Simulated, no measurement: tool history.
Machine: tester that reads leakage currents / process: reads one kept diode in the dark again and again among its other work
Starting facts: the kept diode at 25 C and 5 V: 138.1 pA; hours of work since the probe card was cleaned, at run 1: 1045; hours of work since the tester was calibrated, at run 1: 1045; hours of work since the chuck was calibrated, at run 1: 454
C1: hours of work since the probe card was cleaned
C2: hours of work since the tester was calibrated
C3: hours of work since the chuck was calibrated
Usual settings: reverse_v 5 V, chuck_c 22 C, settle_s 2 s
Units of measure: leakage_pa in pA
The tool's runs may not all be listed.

Run 1, hour 0: usual settings; C1 1045; C2 1045; C3 454. Result: leakage_pa 113.72 pA.
Run 2, hour 113.5: usual settings but chuck_c 49 C; C1 1125; C2 1125; C3 533. Result: leakage_pa 783.63 pA.
Run 3, hour 254.2: usual settings but chuck_c 49 C; C1 1223; C2 1223; C3 631. Result: leakage_pa 785.23 pA.
Run 4, hour 349.1: usual settings but chuck_c 49 C; C1 1289; C2 1289; C3 698. Result: leakage_pa 787.38 pA.
Run 5, hour 496.3: usual settings but settle_s 1.38 s; C1 1392; C2 1392; C3 800. Result: leakage_pa 116.71 pA.
Run 6, hour 592: usual settings but settle_s 1.38 s; C1 1459; C2 1459; C3 867. Result: leakage_pa 117.54 pA.
Run 7, hour 705.5: usual settings but settle_s 1.38 s; C1 1538; C2 1538; C3 947. Result: leakage_pa 118.78 pA.
Run 8, hour 922.4: usual settings but reverse_v 12.01 V, settle_s 1.38 s; C1 1689; C2 1689; C3 1098. Result: leakage_pa 166.26 pA.
Run 9, hour 1120.1: usual settings but reverse_v 12.01 V, settle_s 1.38 s; C1 1827; C2 1827; C3 1236. Result: leakage_pa 167.44 pA.
Run 10, hour 1326.7: usual settings but reverse_v 12.01 V, settle_s 5.53 s; C1 1971; C2 1971; C3 1380. Result: leakage_pa 167.91 pA.
Run 11, hour 1455.9: usual settings but reverse_v 12.01 V, settle_s 5.53 s; C1 2062; C2 2062; C3 1470. Result: leakage_pa 168.77 pA.
At hour 1472.3: chuck's temperature calibrated.
Run 12, hour 1663: usual settings; C1 2205; C2 2205; C3 133. Result: leakage_pa 127.9 pA.
At hour 1815.2: chuck's temperature calibrated, once more.
Run 13, hour 1852.7: usual settings but chuck_c 55 C; C1 2336; C2 2336; C3 26. Result: leakage_pa 1139.09 pA.
Run 14, hour 1990.5: usual settings but chuck_c 45 C; C1 2432; C2 2432; C3 122. Result: leakage_pa 593.5 pA.
Run 15, hour 2162.5: usual settings but chuck_c 45 C; C1 2552; C2 2552; C3 242. Result: leakage_pa 596.21 pA.
Run 16, hour 2351.4: usual settings but settle_s 6.94 s; C1 2684; C2 2684; C3 374. Result: leakage_pa 116.5 pA.
Run 17, hour 2472.5: usual settings but reverse_v 4.48 V; C1 2768; C2 2768; C3 459. Result: leakage_pa 112.48 pA.
Run 18, hour 2661.7: usual settings but settle_s 0.61 s; C1 2901; C2 2901; C3 591. Result: leakage_pa 119.39 pA.
Run 19, hour 2803.2: usual settings but settle_s 0.61 s; C1 2999; C2 2999; C3 690. Result: leakage_pa 119.29 pA.
Run 20, hour 3006.9: usual settings but settle_s 0.61 s; C1 3142; C2 3142; C3 832. Result: leakage_pa 120.39 pA.
Run 21, hour 3173.8: usual settings but chuck_c 35 C, settle_s 0.61 s; C1 3258; C2 3258; C3 948. Result: leakage_pa 312.92 pA.
Run 22, hour 3379.2: usual settings but reverse_v 2.92 V, chuck_c 37 C, settle_s 6.32 s; C1 3401; C2 3401; C3 1092. Result: leakage_pa 296.89 pA.
Run 23, hour 3502.5: usual settings but reverse_v 2.92 V, chuck_c 37 C, settle_s 6.32 s; C1 3487; C2 3487; C3 1178. Result: leakage_pa 298.2 pA.
Run 24, hour 3656.7: usual settings but chuck_c 47 C, settle_s 1.13 s; C1 3595; C2 3595; C3 1285. Result: leakage_pa 723.97 pA.
Run 25, hour 3857: usual settings but reverse_v 4.58 V, chuck_c 47 C, settle_s 1.13 s; C1 3735; C2 3735; C3 1425. Result: leakage_pa 705.01 pA.
Run 26, hour 3966.7: usual settings but reverse_v 2.37 V, chuck_c 20 C, settle_s 7.22 s; C1 3811; C2 3811; C3 1502. Result: leakage_pa 80.63 pA.
At hour 4051.4: probe card cleaned and baked.
Run 27, hour 4065.6: usual settings but reverse_v 1.76 V, chuck_c 30 C; C1 10; C2 3878; C3 1569. Result: leakage_pa 152.31 pA.
At hour 4207.4: tester calibrated.
Run 28, hour 4218.8: usual settings but reverse_v 1.76 V, chuck_c 30 C; C1 115; C2 8; C3 1674. Result: leakage_pa 149.75 pA.
Run 29, hour 4399.8: usual settings but reverse_v 1.76 V, chuck_c 30 C; C1 242; C2 134; C3 1801. Result: leakage_pa 151.19 pA.
Run 30, hour 4600.3: usual settings but reverse_v 1.74 V, chuck_c 45 C, settle_s 1.41 s; C1 382; C2 274; C3 1941. Result: leakage_pa 432.64 pA.
Run 31, hour 4752.7: usual settings but reverse_v 1.74 V, chuck_c 29 C, settle_s 5.35 s; C1 488; C2 381; C3 2047. Result: leakage_pa 141.38 pA.
At hour 4893.7: chuck's temperature calibrated.
Run 32, hour 4983.5: usual settings but reverse_v 9.73 V, chuck_c 29 C; C1 648; C2 540; C3 63. Result: leakage_pa 239.37 pA.
Run 33, hour 5143.2: usual settings but reverse_v 2.58 V, chuck_c 40 C, settle_s 4.59 s; C1 759; C2 652; C3 174. Result: leakage_pa 327.47 pA.
Run 34, hour 5245.4: usual settings but reverse_v 4.1 V, chuck_c 38 C, settle_s 6.43 s; C1 831; C2 723; C3 246. Result: leakage_pa 340.25 pA.
Run 35, hour 5471.2: usual settings but reverse_v 4.1 V, chuck_c 38 C, settle_s 6.43 s; C1 988; C2 881; C3 403. Result: leakage_pa 341.21 pA.
Run 36, hour 5667: usual settings but reverse_v 8.98 V, chuck_c 38 C, settle_s 6.43 s; C1 1125; C2 1018; C3 540. Result: leakage_pa 457.83 pA.
Run 37, hour 5870.3: usual settings but reverse_v 1.04 V, chuck_c 55 C, settle_s 2.14 s; C1 1267; C2 1159; C3 682. Result: leakage_pa 656.84 pA.
Run 38, hour 5998.8: usual settings but reverse_v 1.53 V; C1 1357; C2 1249; C3 771. Result: leakage_pa 75.6 pA.
Run 39, hour 6188.3: usual settings but reverse_v 2.44 V, chuck_c 25 C, settle_s 0.51 s; C1 1489; C2 1381; C3 904. Result: leakage_pa 113.31 pA.

For each entry between runs, how does the tool's hidden state at the last listed run before it compare with that at the first listed run after it?
Logged between run 11 and run 12: chuck's temperature calibrated (hour 1472.3)
  stray current of the dirty probe card, pA a volt: 0.447 -> 0.477; current scale over the true one, %: 1.14 -> 1.23; true chuck temperature over the reading, C: 0.96 -> 1.54
  measured value less the no-hidden-state value, leakage_pa: +18.63 -> +17.8 pA
Logged between run 12 and run 13: chuck's temperature calibrated, once more (hour 1815.2)
  stray current of the dirty probe card, pA a volt: 0.477 -> 0.505; current scale over the true one, %: 1.23 -> 1.32; true chuck temperature over the reading, C: 1.54 -> 0.01
  measured value less the no-hidden-state value, leakage_pa: +17.8 -> +17.9 pA
Logged between run 26 and run 27: probe card cleaned and baked (hour 4051.4)
  stray current of the dirty probe card, pA a volt: 0.819 -> 0.029; current scale over the true one, %: 2.23 -> 2.27; true chuck temperature over the reading, C: 0.95 -> 0.99
  measured value less the no-hidden-state value, leakage_pa: +9.19 -> +13.9 pA
Logged between run 27 and run 28: tester calibrated (hour 4207.4)
  stray current of the dirty probe card, pA a volt: 0.029 -> 0.05; current scale over the true one, %: 2.27 -> -0.1; true chuck temperature over the reading, C: 0.99 -> 1.05
  measured value less the no-hidden-state value, leakage_pa: +13.9 -> +11.12 pA
Logged between run 31 and run 32: chuck's temperature calibrated (hour 4893.7)
  stray current of the dirty probe card, pA a volt: 0.131 -> 0.164; current scale over the true one, %: 0.13 -> 0.24; true chuck temperature over the reading, C: 1.3 -> -0.03
  measured value less the no-hidden-state value, leakage_pa: +13.41 -> +1.4 pA

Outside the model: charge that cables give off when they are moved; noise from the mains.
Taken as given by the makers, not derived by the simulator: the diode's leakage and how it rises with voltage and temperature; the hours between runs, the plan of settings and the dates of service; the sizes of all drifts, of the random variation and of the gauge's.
